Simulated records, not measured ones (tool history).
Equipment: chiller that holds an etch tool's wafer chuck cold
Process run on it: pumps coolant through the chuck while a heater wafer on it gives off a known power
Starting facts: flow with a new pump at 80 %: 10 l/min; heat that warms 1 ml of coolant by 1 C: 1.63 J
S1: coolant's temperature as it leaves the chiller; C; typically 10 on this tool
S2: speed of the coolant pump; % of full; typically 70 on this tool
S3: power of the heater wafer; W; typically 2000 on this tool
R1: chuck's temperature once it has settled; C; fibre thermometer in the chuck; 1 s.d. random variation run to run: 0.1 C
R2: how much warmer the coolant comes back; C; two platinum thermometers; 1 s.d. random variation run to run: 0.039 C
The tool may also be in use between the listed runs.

| run | hour | S1 | S2 | S3 | R1 | R2 |
|---|---|---|---|---|---|---|
| 1 | 0 | 10 | 70 | 2000 | 26.4 | 8.61 |
| 2 | 100.7 | 10 | 70 | 2000 | 26.6 | 8.69 |
| 3 | 169.4 | 10 | 70 | 2000 | 26.5 | 8.61 |
| 4 | 311.8 | 10 | 79 | 2000 | 25.4 | 7.55 |
| 5 | 452.4 | 10 | 79 | 2000 | 25.1 | 7.57 |
| 6 | 524.9 | 10 | 70 | 2000 | 26.7 | 8.69 |
| 7 | 666.4 | 10 | 70 | 1372 | 21.4 | 5.93 |
| 8 | 780.5 | 10 | 70 | 1372 | 21.9 | 5.87 |
| 9 | 848.6 | 10 | 70 | 1372 | 21.7 | 5.91 |
| 10 | 952.9 | 10 | 70 | 2134 | 28 | 9.18 |
| 11 | 1044.4 | 10 | 70 | 2890 | 34.3 | 12.48 |
| 12 | 1152.4 | 10 | 70 | 2890 | 34.5 | 12.44 |
| 13 | 1247.3 | 10 | 70 | 2890 | 34.4 | 12.53 |
| 14 | 1398.6 | 4 | 95 | 2435 | 20.5 | 7.55 |
| 15 | 1467.3 | 3 | 75 | 1226 | 13.1 | 4.93 |
| 16 | 1541.7 | 3 | 74 | 2293 | 21.8 | 9.4 |
| 17 | 1688.5 | 2 | 74 | 2293 | 20.9 | 9.39 |
| 18 | 1794.9 | 3 | 71 | 1831 | 18.6 | 7.83 |
| 19 | 1867.5 | 3 | 67 | 1275 | 14.5 | 5.79 |

Below are 3 alternative next runs, each starting from the tool's condition after run 19. Predict each:
| A | 2005.3 | 3 | 87 | 2499 | ? | ? |
| B | 2005.3 | 16 | 65 | 1275 | ? | ? |
| C | 2005.3 | 10 | 100 | 2000 | ? | ? |

| run | R1 | R2 |
|---|---|---|
| A | 21.5 | 8.48 |
| B | 27.8 | 6.05 |
| C | 23.3 | 5.94 |
Had the tool no hidden state, the same runs would have come out as:
| run | R1 | R2 |
|---|---|---|
| A | 19.3 | 8.27 |
| B | 26.4 | 5.9 |
| C | 21.6 | 5.8 |
